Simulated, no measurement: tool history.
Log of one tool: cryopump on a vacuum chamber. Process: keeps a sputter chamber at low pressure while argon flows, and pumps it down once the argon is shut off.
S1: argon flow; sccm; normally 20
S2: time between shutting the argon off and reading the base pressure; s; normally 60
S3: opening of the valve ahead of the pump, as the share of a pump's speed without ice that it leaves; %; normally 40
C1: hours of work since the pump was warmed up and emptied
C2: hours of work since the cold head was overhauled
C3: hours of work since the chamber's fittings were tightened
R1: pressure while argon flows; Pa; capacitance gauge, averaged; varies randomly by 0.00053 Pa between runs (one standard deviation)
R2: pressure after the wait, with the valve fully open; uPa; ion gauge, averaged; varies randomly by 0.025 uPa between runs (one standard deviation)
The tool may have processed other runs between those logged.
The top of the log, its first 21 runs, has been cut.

run	day	S1	S2	S3	C1	C2	C3	R1	R2
22	18.217	20	21	40	1070	1070	1675	0.0515	4.02
# day 19.192: pump warmed up, emptied and cooled again
23	19.192	20	21	40	0	1084	1688	0.0412	3.36
24	20.133	20	140	40	17	1101	1705	0.0417	1.47
25	20.738	30	60	40	28	1111	1716	0.0632	1.88
26	21.85	20	60	46	47	1131	1736	0.0374	2.02
27	23.029	28	60	32	68	1152	1757	0.0737	2.02
28	24.004	34	22	35	86	1170	1774	0.0822	3.39
29	24.808	34	22	35	100	1184	1789	0.0815	3.46
30	25.917	34	22	35	120	1204	1809	0.0825	3.48
31	26.625	34	27	35	133	1216	1821	0.0824	3.14
32	27.262	34	27	35	144	1228	1833	0.0836	3.13
33	28.146	34	27	35	160	1244	1848	0.0836	3.1
34	29.333	34	268	35	181	1265	1869	0.0839	1.52
35	30.133	34	268	35	195	1279	1884	0.0839	1.55

3 options for the next run, each taken on its own from the tool as it stands now. Forecast them:
A	31.267	30	81	46	215	1299	1904	?	?
B	31.267	15	268	35	215	1299	1904	?	?
C	31.267	37	94	58	215	1299	1904	?	?

run	R1	R2
A	0.0571	1.93
B	0.0376	1.54
C	0.0557	1.87
Without the tool's hidden state the same runs would have given:
run	R1	R2
A	0.0547	0.72
B	0.0363	0.32
C	0.0527	0.66
